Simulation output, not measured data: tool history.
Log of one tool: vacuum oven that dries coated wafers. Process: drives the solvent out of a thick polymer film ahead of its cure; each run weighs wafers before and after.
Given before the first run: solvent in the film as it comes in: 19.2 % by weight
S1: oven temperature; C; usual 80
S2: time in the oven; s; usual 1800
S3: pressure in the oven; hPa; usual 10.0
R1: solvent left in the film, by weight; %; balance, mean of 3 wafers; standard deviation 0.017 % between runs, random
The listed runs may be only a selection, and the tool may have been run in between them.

{"run": 1, "hour": 0.0, "S1": 80, "S2": 1800, "S3": 10.0, "R1": 1.39}
{"hour": 11.4, "done": "oven's thermocouples calibrated"}
{"run": 2, "hour": 20.5, "S1": 65, "S2": 1800, "S3": 10.0, "R1": 7.1}
{"run": 3, "hour": 41.1, "S1": 80, "S2": 1800, "S3": 5.4, "R1": 1.18}
{"run": 4, "hour": 64.2, "S1": 80, "S2": 1800, "S3": 5.4, "R1": 1.19}
{"run": 5, "hour": 93.5, "S1": 80, "S2": 1800, "S3": 10.0, "R1": 1.39}
{"run": 6, "hour": 124.0, "S1": 86, "S2": 1800, "S3": 10.0, "R1": 0.64}
{"run": 7, "hour": 152.8, "S1": 70, "S2": 1380, "S3": 15.0, "R1": 6.54}
{"hour": 181.2, "done": "oven's thermocouples calibrated, once more"}
{"run": 8, "hour": 186.5, "S1": 80, "S2": 1560, "S3": 37.9, "R1": 2.84}
{"run": 9, "hour": 215.8, "S1": 92, "S2": 1620, "S3": 37.9, "R1": 1.24}
{"run": 10, "hour": 241.7, "S1": 92, "S2": 1200, "S3": 6.4, "R1": 0.38}
{"run": 11, "hour": 271.5, "S1": 77, "S2": 1200, "S3": 5.3, "R1": 3.23}
{"run": 12, "hour": 292.3, "S1": 80, "S2": 1020, "S3": 10.0, "R1": 3.09}

Below are 3 alternative next runs, each starting from the tool's condition after run 12. Predict each:
{"run": "A", "hour": 307.5, "S1": 69, "S2": 2700, "S3": 10.0, "R1": "?"}
{"run": "B", "hour": 307.5, "S1": 80, "S2": 1020, "S3": 19.2, "R1": "?"}
{"run": "C", "hour": 307.5, "S1": 80, "S2": 2940, "S3": 27.5, "R1": "?"}

run=A R1=2.88
run=B R1=3.52
run=C R1=1.50
Without the tool's unlogged condition, the same runs would have read:
run=A R1=2.78
run=B R1=3.46
run=C R1=1.41

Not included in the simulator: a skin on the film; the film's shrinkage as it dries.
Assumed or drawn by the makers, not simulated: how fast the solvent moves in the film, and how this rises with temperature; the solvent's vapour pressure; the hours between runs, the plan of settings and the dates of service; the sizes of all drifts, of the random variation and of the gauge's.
